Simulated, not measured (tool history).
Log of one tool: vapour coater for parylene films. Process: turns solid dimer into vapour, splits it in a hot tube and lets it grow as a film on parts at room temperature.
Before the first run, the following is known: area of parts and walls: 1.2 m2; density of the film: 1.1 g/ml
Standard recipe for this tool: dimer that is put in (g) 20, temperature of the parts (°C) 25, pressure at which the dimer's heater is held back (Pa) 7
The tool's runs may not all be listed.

run,hour,dimer that is put in (g),temperature of the parts (°C),pressure at which the dimer's heater is held back (Pa),thickness of the film (nm)
1,0,20,25,7,9830
2,36.5,20,25,7,9910
3,65,20,25,7,9770
4,97.1,20,25,7,9720
5,144,20,25,7,9610
6,172.3,21,25,7,9980
7,220.1,21,25,7,10050
8,281.8,21,25,7,9920
9,330.1,9,25,7,4210
10,361.3,9,25,7,4220
11,394.1,9,25,7,4200
12,443.9,12,25,7,5430
13,481.7,21,25,7,9490
14,529.9,21,25,7,9520
# hour 533.7: table's thermometer calibrated
15,560,21,25,7,9190
16,595.9,21,25,7,9260
# hour 636.3: trap's valve overhauled
17,652,20,25,11.02,9170
18,682.9,20,25,7,9890
19,740.3,20,25,7,9670
20,790.6,20,25,7,9550
# hour 849.4: table's thermometer calibrated, once more
21,855.4,20,25,7,9660
22,887.1,20,25,7,9720
23,924.3,20,25,7,9420
24,977.2,8,18,5.43,4950
25,1027.9,20,25,8.35,9210
26,1079.4,8,23,4.56,4170
27,1113.8,20,19,2.65,13020
28,1169.8,20,25,4.24,9810
29,1233.4,9,20,5.13,5030
30,1268.9,9,20,5.13,4890
31,1310,9,20,5.13,4850
32,1336.9,9,29,2.86,3920
# hour 1355: trap's valve overhauled
33,1395.6,10,29,2.86,4920
34,1440.5,10,29,2.86,4910
35,1503.4,25,29,2.86,12060
36,1567.6,11,20,2.86,7000
37,1605.6,11,20,6.02,6240
38,1665.5,20,25,7.81,9210
39,1725.9,20,25,7.81,9050
40,1784.8,9,27,7.81,3730
41,1831.7,9,27,7.81,3770
42,1878.2,21,27,2.02,10620
43,1913.6,21,27,2.02,10350
44,1955.6,21,27,2.02,10470
45,1992.5,20,25,4.58,9280
46,2040.6,19,25,4.08,8930

Branching from run 46: 3 alternative next runs. What would each branch give?
# hour 2077.9: trap's valve overhauled
A,2099.2,19,25,4.74,?
# hour 2077.9: trap's valve overhauled
B,2099.2,24,27,4.63,?
# hour 2077.9: trap's valve overhauled
C,2099.2,31,21,3.96,?

run,thickness of the film (nm)
A,9600
B,11680
C,18600
Take away the tool's hidden state, keep each run's random variation, and the runs would have read:
run,thickness of the film (nm)
A,9830
B,11970
C,19050
